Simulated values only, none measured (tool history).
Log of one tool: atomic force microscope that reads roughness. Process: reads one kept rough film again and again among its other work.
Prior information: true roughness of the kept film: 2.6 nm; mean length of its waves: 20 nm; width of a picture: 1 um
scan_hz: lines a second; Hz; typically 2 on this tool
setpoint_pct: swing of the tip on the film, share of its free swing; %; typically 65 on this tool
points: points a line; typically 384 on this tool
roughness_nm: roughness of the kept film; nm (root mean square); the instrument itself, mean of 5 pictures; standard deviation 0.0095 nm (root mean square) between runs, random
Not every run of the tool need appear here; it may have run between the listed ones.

run	day	scan_hz	setpoint_pct	points	roughness_nm
1	0	2	65	384	1.722
# day 0.371: new tip fitted
2	0.85	2	65	271	2.089
3	1.608	2	65	271	2.038
4	2.283	2	65	271	1.999
5	2.758	2	65	271	1.985
6	3.558	2.96	65	384	1.949
7	4.212	2	78	384	1.864
8	5.212	2	62	384	1.927
9	5.875	2	62	384	1.895
10	6.312	2	62	384	1.881
11	6.925	2	65	384	1.837
12	7.354	2	65	384	1.817
13	7.883	2	65	384	1.804
14	8.358	2	65	384	1.783
15	9.2	2	65	384	1.755
16	9.746	1.59	65	384	1.735
17	10.571	1.59	65	384	1.707
# day 11.225: new tip fitted
18	11.508	2	62	384	2.125
19	12.108	2	62	384	2.093
20	12.633	2	62	384	2.077
21	13.412	2	62	384	2.037
22	14.179	2	62	384	1.998
23	15.012	2	69	384	1.903
24	15.867	2	69	384	1.878
25	16.283	2.8	74	865	1.767
26	16.879	0.87	61	531	1.928
27	17.829	2	87	774	1.669
28	18.762	2	87	774	1.637
29	19.229	0.62	57	257	1.799
30	19.738	0.62	57	257	1.782
31	20.254	0.62	62	257	1.733
32	20.704	2	86	321	1.541
33	21.583	3.58	86	638	1.393
# day 22.104: new tip fitted
34	22.225	3.58	86	638	1.758
35	22.962	2.65	86	638	1.814
36	23.433	2.27	65	638	2.054
37	24.058	2.27	72	638	1.984
38	24.542	1.75	72	967	1.985
39	25.425	1.64	83	764	1.878
40	25.838	2	65	541	1.941

What will run 41 give?
41	26.671	2	65	541	?

roughness_nm: 1.901 nm (root mean square)
With no hidden state in the tool, this same run would have given roughness_nm 2.171 nm (root mean square).
